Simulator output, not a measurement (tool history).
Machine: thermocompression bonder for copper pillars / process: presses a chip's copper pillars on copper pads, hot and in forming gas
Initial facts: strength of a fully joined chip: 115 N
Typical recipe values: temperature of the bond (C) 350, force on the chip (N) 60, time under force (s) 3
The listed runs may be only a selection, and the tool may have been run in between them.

run	day	temperature of the bond (C)	force on the chip (N)	time under force (s)	force that shears a chip off (N)
1	0	350	60	3	81.8
2	1.267	350	52	3	75.8
3	3.362	350	61	3	80.1
# day 3.771: forming gas filter changed
4	5.029	350	61	3	82.9
5	6.5	350	61	3	82.3
6	7.892	350	85	3	90.9
# day 9.904: forming gas filter changed
7	9.904	361	85	4	104.5
8	11.096	343	69	3	83.5
9	13.196	374	69	3	97.6
10	15.346	320	60	2	51.6

Consider 5 possible next runs. They are alternatives, not a sequence: every one starts from the tool as it was left by run 10. What does each give?
# day 15.938: forming gas filter changed
A	17.058	350	60	6	?
# day 15.938: forming gas filter changed
B	17.058	328	45	4	?
# day 15.938: forming gas filter changed
C	17.058	368	60	2	?
# day 15.938: forming gas filter changed
D	17.058	354	60	3	?
# day 15.938: forming gas filter changed
E	17.058	331	60	3	?

run	force that shears a chip off (N)
A	95.4
B	64.4
C	85.3
D	85.1
E	71
Without the tool's unlogged condition, the same runs would have read:
run	force that shears a chip off (N)
A	96.2
B	64.7
C	86.1
D	85.8
E	71.4
